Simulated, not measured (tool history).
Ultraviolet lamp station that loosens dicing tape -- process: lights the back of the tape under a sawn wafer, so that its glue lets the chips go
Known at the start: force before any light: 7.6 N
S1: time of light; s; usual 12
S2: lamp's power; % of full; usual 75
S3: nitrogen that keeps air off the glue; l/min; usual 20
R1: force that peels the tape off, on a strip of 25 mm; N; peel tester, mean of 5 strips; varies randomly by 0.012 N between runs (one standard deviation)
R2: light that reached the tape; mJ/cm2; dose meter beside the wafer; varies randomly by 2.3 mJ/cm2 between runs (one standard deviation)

| run | hour | S1 | S2 | S3 | R1 | R2 |
|---|---|---|---|---|---|---|
| 1 | 0.0 | 12 | 75 | 20 | 0.885 | 183 |
| 2 | 13.8 | 12 | 75 | 6 | 1.979 | 183 |
| 3 | 33.8 | 12 | 75 | 11 | 1.416 | 182 |
| 4 | 47.4 | 12 | 75 | 20 | 0.951 | 184 |
| 5 | 57.2 | 12 | 75 | 20 | 0.951 | 181 |
| 6 | 74.4 | 12 | 75 | 20 | 0.932 | 180 |
| 7 | 95.1 | 12 | 75 | 37 | 0.660 | 175 |
| 8 | 105.2 | 12 | 75 | 20 | 0.947 | 175 |
| 9 | 125.0 | 12 | 75 | 20 | 0.966 | 177 |
| 10 | 140.0 | 12 | 75 | 20 | 1.011 | 177 |
| 11 | 150.8 | 12 | 75 | 20 | 1.054 | 173 |
| 12 | 170.3 | 22 | 75 | 20 | 0.252 | 321 |
| 13 | 185.0 | 22 | 75 | 9 | 0.565 | 314 |
| 14 | 204.1 | 22 | 75 | 9 | 0.566 | 310 |
| 15 | 218.0 | 22 | 75 | 9 | 0.547 | 314 |
| 16 | 237.1 | 22 | 75 | 9 | 0.584 | 307 |
| 17 | 249.5 | 22 | 75 | 9 | 0.601 | 304 |
| 18 | 259.2 | 12 | 90 | 20 | 0.803 | 200 |
| 19 | 276.8 | 18 | 75 | 20 | 0.466 | 245 |
| 20 | 290.6 | 18 | 75 | 20 | 0.514 | 247 |
| 21 | 303.4 | 18 | 75 | 20 | 0.495 | 245 |
| 22 | 323.2 | 12 | 75 | 20 | 1.185 | 160 |
| 23 | 337.2 | 17 | 85 | 19 | 0.453 | 255 |
| 24 | 356.0 | 12 | 99 | 31 | 0.475 | 210 |
| 25 | 370.6 | 12 | 99 | 31 | 0.516 | 210 |
| 26 | 381.0 | 12 | 99 | 31 | 0.508 | 206 |
| 27 | 399.1 | 19 | 96 | 10 | 0.502 | 318 |
| 28 | 413.7 | 19 | 96 | 10 | 0.498 | 316 |
| 29 | 432.9 | 12 | 61 | 39 | 1.294 | 125 |
| 30 | 442.7 | 12 | 61 | 39 | 1.327 | 122 |
| 31 | 453.6 | 9 | 75 | 7 | 3.075 | 116 |
| 32 | 466.9 | 9 | 75 | 7 | 3.094 | 112 |
| 33 | 482.3 | 9 | 75 | 38 | 1.486 | 114 |
| 34 | 501.9 | 16 | 71 | 15 | 1.063 | 190 |
| 35 | 518.9 | 12 | 70 | 9 | 2.311 | 135 |
| 36 | 527.6 | 8 | 84 | 38 | 1.602 | 114 |
| 37 | 543.8 | 7 | 75 | 38 | 2.225 | 85 |
| 38 | 564.3 | 8 | 67 | 29 | 2.435 | 84 |
| 39 | 585.6 | 12 | 67 | 32 | 1.371 | 129 |
| 40 | 599.8 | 12 | 64 | 20 | 1.814 | 123 |
|  | 615.2 | window cleaned of glue's vapour |
| 41 | 619.1 | 12 | 64 | 20 | 1.646 | 134 |
| 42 | 637.7 | 8 | 75 | 20 | 2.324 | 102 |
| 43 | 658.5 | 8 | 75 | 20 | 2.393 | 100 |

4 ways to go on from here, each from the tool as it stands after run 43. What would each give?
| A | 673.9 | 21 | 72 | 20 | ? | ? |
| B | 673.9 | 12 | 96 | 11 | ? | ? |
| C | 673.9 | 12 | 66 | 20 | ? | ? |
| D | 673.9 | 10 | 75 | 20 | ? | ? |

| run | R1 | R2 |
|---|---|---|
| A | 0.434 | 249 |
| B | 1.288 | 193 |
| C | 1.695 | 132 |
| D | 1.744 | 124 |
Had the tool no hidden state, the same runs would have come out as:
| run | R1 | R2 |
|---|---|---|
| A | 0.144 | 395 |
| B | 0.505 | 303 |
| C | 0.734 | 208 |
| D | 0.784 | 196 |

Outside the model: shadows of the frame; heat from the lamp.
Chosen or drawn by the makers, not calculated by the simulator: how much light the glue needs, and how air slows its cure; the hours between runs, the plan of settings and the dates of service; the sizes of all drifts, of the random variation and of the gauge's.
